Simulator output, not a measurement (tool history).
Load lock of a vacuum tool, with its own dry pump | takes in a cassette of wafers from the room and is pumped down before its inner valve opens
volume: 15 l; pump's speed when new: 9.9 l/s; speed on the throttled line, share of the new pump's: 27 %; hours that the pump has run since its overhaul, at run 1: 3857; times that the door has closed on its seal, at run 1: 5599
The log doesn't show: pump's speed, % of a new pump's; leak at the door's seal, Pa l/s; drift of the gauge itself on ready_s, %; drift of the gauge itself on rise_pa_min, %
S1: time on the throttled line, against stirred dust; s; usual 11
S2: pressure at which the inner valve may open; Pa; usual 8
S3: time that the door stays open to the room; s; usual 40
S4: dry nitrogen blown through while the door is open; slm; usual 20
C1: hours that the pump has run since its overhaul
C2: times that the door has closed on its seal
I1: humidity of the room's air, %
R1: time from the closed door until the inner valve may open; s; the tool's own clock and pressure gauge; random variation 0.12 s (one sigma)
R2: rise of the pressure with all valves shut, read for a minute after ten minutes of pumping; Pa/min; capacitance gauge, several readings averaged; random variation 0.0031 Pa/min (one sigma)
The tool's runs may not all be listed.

Run 1, hour 0.0: usual settings; C1 3857; C2 5599; I1 46.0. Result: R1 23.3 s, R2 0.067 Pa/min.
Run 2, hour 86.7: usual settings but S4 7 slm; C1 3944; C2 5770; I1 44.1. Result: R1 23.5 s, R2 0.085 Pa/min.
Run 3, hour 230.4: usual settings; C1 4088; C2 6053; I1 43.6. Result: R1 23.5 s, R2 0.067 Pa/min.
Run 4, hour 312.7: usual settings; C1 4170; C2 6216; I1 46.9. Result: R1 23.3 s, R2 0.073 Pa/min.
Run 5, hour 467.9: usual settings; C1 4325; C2 6522; I1 44.2. Result: R1 23.3 s, R2 0.056 Pa/min.
Run 6, hour 568.9: usual settings but S3 186 s; C1 4426; C2 6720; I1 48.8. Result: R1 23.4 s, R2 0.126 Pa/min.
Run 7, hour 712.4: usual settings but S3 186 s; C1 4570; C2 7003; I1 40.6. Result: R1 23.4 s, R2 0.109 Pa/min.
Run 8, hour 837.8: usual settings but S4 23 slm; C1 4695; C2 7250; I1 45.5. Result: R1 23.4 s, R2 0.069 Pa/min.
Run 9, hour 984.2: usual settings but S2 14 Pa; C1 4841; C2 7539; I1 43.5. Result: R1 22.6 s, R2 0.064 Pa/min.
Run 10, hour 1130.9: usual settings but S2 15 Pa, S3 229 s; C1 4988; C2 7828; I1 45.2. Result: R1 22.4 s, R2 0.133 Pa/min.
Run 11, hour 1273.0: usual settings but S2 15 Pa, S3 229 s; C1 5130; C2 8108; I1 49.1. Result: R1 22.4 s, R2 0.142 Pa/min.
Run 12, hour 1401.7: usual settings but S3 69 s; C1 5259; C2 8362; I1 47.1. Result: R1 23.3 s, R2 0.096 Pa/min.
Run 13, hour 1586.2: usual settings but S1 10 s, S3 69 s; C1 5443; C2 8725; I1 45.4. Result: R1 22.8 s, R2 0.085 Pa/min.
Run 14, hour 1715.1: usual settings but S1 17 s, S3 180 s; C1 5572; C2 8979; I1 43.8. Result: R1 27.7 s, R2 0.118 Pa/min.

Some steps in R1 between neighbouring runs. How much of each would the tool show without its hidden state too (settings, what came in, random variation), and how much is left for the hidden state, with any gauge scatter that isn't in both results?
Run 2 -> 3: S4 7 -> 20. R1 +0.0 s: hidden state +0.1, all else -0.1.
Run 13 -> 14: S1 10 -> 17, S3 69 -> 180. R1 +4.9 s: hidden state -0.1, all else +5.0.
